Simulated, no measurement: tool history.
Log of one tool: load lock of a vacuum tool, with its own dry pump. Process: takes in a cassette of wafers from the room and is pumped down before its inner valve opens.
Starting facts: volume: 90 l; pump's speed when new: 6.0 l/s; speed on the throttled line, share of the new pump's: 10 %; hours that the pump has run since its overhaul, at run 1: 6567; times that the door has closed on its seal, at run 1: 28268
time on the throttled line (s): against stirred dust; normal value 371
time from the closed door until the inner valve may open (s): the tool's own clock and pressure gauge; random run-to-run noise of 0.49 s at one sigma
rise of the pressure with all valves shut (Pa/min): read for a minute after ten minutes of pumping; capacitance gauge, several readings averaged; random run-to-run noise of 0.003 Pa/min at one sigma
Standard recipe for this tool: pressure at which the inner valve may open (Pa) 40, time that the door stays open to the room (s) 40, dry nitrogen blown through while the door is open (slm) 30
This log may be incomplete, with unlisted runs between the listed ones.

run,hour,time on the throttled line (s),pressure at which the inner valve may open (Pa),time that the door stays open to the room (s),dry nitrogen blown through while the door is open (slm),hours that the pump has run since its overhaul,times that the door has closed on its seal,"incoming humidity of the room's air, %",time from the closed door until the inner valve may open (s),rise of the pressure with all valves shut (Pa/min)
1,0,371,40,40,30,6567,28268,46.5,455.1,0.129
2,79.5,371,40,40,26,6647,28547,43.8,454.4,0.133
3,253.1,371,42,40,30,6820,29157,50.1,454.2,0.14
4,350.3,371,42,40,30,6918,29498,46.8,453.6,0.135
5,499.7,289,40,40,30,7067,30023,44.2,381.3,0.143
6,590.6,371,40,40,30,7158,30342,46.7,455.6,0.146
7,740.9,371,40,40,30,7308,30870,44.1,454.5,0.143
8,887.6,371,40,37,30,7455,31385,44.6,455.1,0.146
9,967.1,371,40,37,30,7534,31664,44.4,455.4,0.148
10,1097.2,371,38,40,30,7665,32121,44.8,456.6,0.15
11,1208,371,38,40,30,7775,32510,43.2,456,0.153
12,1306.1,371,38,40,30,7873,32854,47.9,456.7,0.152
13,1395.7,371,40,40,30,7963,33169,42.1,454.6,0.156
14,1516.3,490,64,188,20,8084,33593,44.9,555.5,0.2
15,1614.9,490,64,188,20,8182,33939,46.5,554.7,0.205
16,1750.4,201,40,45,5,8318,34414,45.3,302.3,0.186
17,1907.1,201,40,45,5,8475,34965,44.2,302.6,0.195
18,2045.2,201,30,45,21,8613,35450,44,306.2,0.176
19,2147.9,256,28,40,30,8715,35810,44.3,357.7,0.17
20,2324.6,577,66,40,30,8892,36431,48.5,635.4,0.182
21,2501,235,31,127,5,9068,37050,46,337.5,0.239
22,2612.7,371,72,87,24,9180,37442,48.6,446.9,0.201
23,2728.2,371,72,87,24,9296,37848,45.1,446.5,0.198
24,2886.5,371,32,228,7,9454,38404,47.4,458.5,0.268
25,2981,371,59,25,34,9548,38735,45,450.7,0.189
26,3136.6,627,36,197,27,9704,39282,44.8,688.3,0.217

Branching from run 26: 5 alternative next runs. What would each branch give?
A,3228,472,65,40,30,9795,39603,45.7,?,?
B,3228,627,31,197,27,9795,39603,43.9,?,?
C,3228,627,36,197,24,9795,39603,46.7,?,?
D,3228,627,36,42,27,9795,39603,43.6,?,?
E,3228,371,46,40,29,9795,39603,46.6,?,?

run,time from the closed door until the inner valve may open (s),rise of the pressure with all valves shut (Pa/min)
A,539.1,0.206
B,692,0.22
C,688.2,0.235
D,688.6,0.208
E,453.8,0.205
What these runs would have given with no unlogged condition in the tool:
run,time from the closed door until the inner valve may open (s),rise of the pressure with all valves shut (Pa/min)
A,536.5,0.022
B,689.5,0.039
C,685.5,0.052
D,685.8,0.024
E,450.6,0.021
